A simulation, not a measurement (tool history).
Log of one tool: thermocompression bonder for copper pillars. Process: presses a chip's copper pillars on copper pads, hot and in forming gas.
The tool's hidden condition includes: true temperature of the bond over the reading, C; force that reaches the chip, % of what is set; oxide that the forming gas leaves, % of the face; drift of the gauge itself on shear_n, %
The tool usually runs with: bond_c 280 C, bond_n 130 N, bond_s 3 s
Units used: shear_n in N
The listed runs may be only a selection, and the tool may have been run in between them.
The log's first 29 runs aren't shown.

run	hour	bond_c	bond_n	bond_s	hours of work since the heater was calibrated	hours of work since the force cell was calibrated	hours of work since the gas filter was changed	shear_n
30	1082	300	179	3	849	173	272	66.6
31	1127.1	300	179	3	879	203	302	66.9
# hour 1133.1: force cell calibrated, once more
32	1155.5	306	84	7	896	15	319	66.2
33	1187.6	257	121	5	918	36	341	35.8
34	1234.4	257	101	2	949	67	372	22.1
35	1282.2	257	101	2	981	99	403	21.2
36	1312.8	293	143	8	1001	119	424	75.1
37	1342.1	280	130	4	1020	139	443	47.8
38	1387.1	268	164	3	1050	169	473	40.4
# hour 1404.1: forming gas filter changed
39	1431.3	268	97	3	1079	198	18	30.1

Below are 5 alternative next runs, each starting from the tool's condition after run 39. Predict each:
A	1457.9	259	116	3	1097	215	36	?
B	1457.9	278	82	2	1097	215	36	?
C	1457.9	277	97	7	1097	215	36	?
D	1457.9	262	112	3	1097	215	36	?
E	1457.9	290	152	9	1097	215	36	?

run	shear_n
A	29.6
B	26.1
C	50.5
D	29.2
E	80.7
Stripped of hidden state, with their random variation kept, the same runs would have yielded:
run	shear_n
A	34.9
B	30.7
C	58
D	34.5
E	89.2
